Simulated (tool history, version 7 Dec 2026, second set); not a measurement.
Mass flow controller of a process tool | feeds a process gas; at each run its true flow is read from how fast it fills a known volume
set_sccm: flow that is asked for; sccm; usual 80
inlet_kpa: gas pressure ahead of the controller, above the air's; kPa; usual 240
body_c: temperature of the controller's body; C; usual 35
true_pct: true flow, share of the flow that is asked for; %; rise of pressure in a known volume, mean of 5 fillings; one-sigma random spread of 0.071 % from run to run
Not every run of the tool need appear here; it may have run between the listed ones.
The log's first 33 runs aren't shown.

run,hour,set_sccm,inlet_kpa,body_c,true_pct
34,8851.1,60,225,21,97.62
35,9028.7,141,141,20,98.38
36,9242.6,68,192,38,99.34
37,9594.0,104,168,22,97.93
38,9876.2,104,168,22,98.01
39,10046.6,41,240,35,99.06
40,10281.1,41,240,35,99.11
41,10480.3,25,152,32,100.29
42,10719.0,27,171,21,98.99
43,11044.1,35,178,28,99.15
44,11370.9,45,187,36,99.38
45,11739.6,37,155,24,98.78
46,11953.3,143,201,24,97.74
47,12165.1,143,201,24,97.78
48,12448.4,143,201,24,97.93

3 options for the next run, each taken on its own from the tool as it stands now. Forecast them:
# hour 12572.5: controller's zero set anew
A,12773.7,24,172,22,?
# hour 12572.5: controller's zero set anew
B,12773.7,143,201,23,?
# hour 12572.5: controller's zero set anew
C,12773.7,27,277,30,?

run,true_pct
A,96.05
B,96.92
C,96.00
Without the tool's unlogged condition, the same runs would have read:
run,true_pct
A,98.26
B,99.20
C,98.22

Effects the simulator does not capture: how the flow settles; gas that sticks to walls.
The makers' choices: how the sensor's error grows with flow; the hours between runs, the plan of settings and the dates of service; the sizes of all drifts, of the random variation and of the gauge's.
